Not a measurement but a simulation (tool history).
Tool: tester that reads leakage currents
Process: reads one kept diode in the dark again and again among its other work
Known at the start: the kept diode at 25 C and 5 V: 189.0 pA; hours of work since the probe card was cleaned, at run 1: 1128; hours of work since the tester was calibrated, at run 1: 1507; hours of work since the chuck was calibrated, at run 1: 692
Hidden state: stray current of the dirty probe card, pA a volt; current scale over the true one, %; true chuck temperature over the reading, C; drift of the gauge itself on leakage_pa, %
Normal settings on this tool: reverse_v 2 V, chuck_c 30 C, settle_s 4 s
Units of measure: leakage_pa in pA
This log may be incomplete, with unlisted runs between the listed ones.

run	hour	reverse_v	chuck_c	settle_s	hours of work since the probe card was cleaned	hours of work since the tester was calibrated	hours of work since the chuck was calibrated	leakage_pa
1	0	2	30	4	1128	1507	692	210.47
# hour 16.2: probe card cleaned and baked
2	273.2	2	28	4	180	1696	880	183.4
3	447.9	2	30	4.5	302	1818	1002	214.25
4	658.4	2	30	4	449	1965	1149	215.6
5	898.7	2	30	4	616	2133	1317	217.05
# hour 919.7: chuck's temperature calibrated
6	1039.4	2	30	4	713	2229	84	207.77
7	1271.3	2	29	4	875	2391	246	195.05
8	1474.7	2	46	0.64	1017	2533	388	639.11
# hour 1532.1: probe card cleaned and baked, once more
9	1749.9	2	46	0.64	152	2723	578	642.76
10	1975.5	2	46	0.64	310	2881	735	646.72
11	2214.7	4.88	46	0.53	477	3048	902	877.09
12	2454.8	2	51	4	644	3216	1070	909.56

Pick out some run-to-run changes in leakage_pa. Of each, how much would a tool without hidden state show as well, from the settings, what came in and chance, and how much is left for the hidden state and any gauge scatter not in both results compared?
Run 7 -> 8: chuck_c 29 -> 46, settle_s 4 -> 0.64. leakage_pa +444.06 pA: hidden state +10.28, all else +433.78.
Run 10 -> 11: reverse_v 2 -> 4.88, settle_s 0.64 -> 0.53. leakage_pa +230.37 pA: hidden state +14.05, all else +216.32.
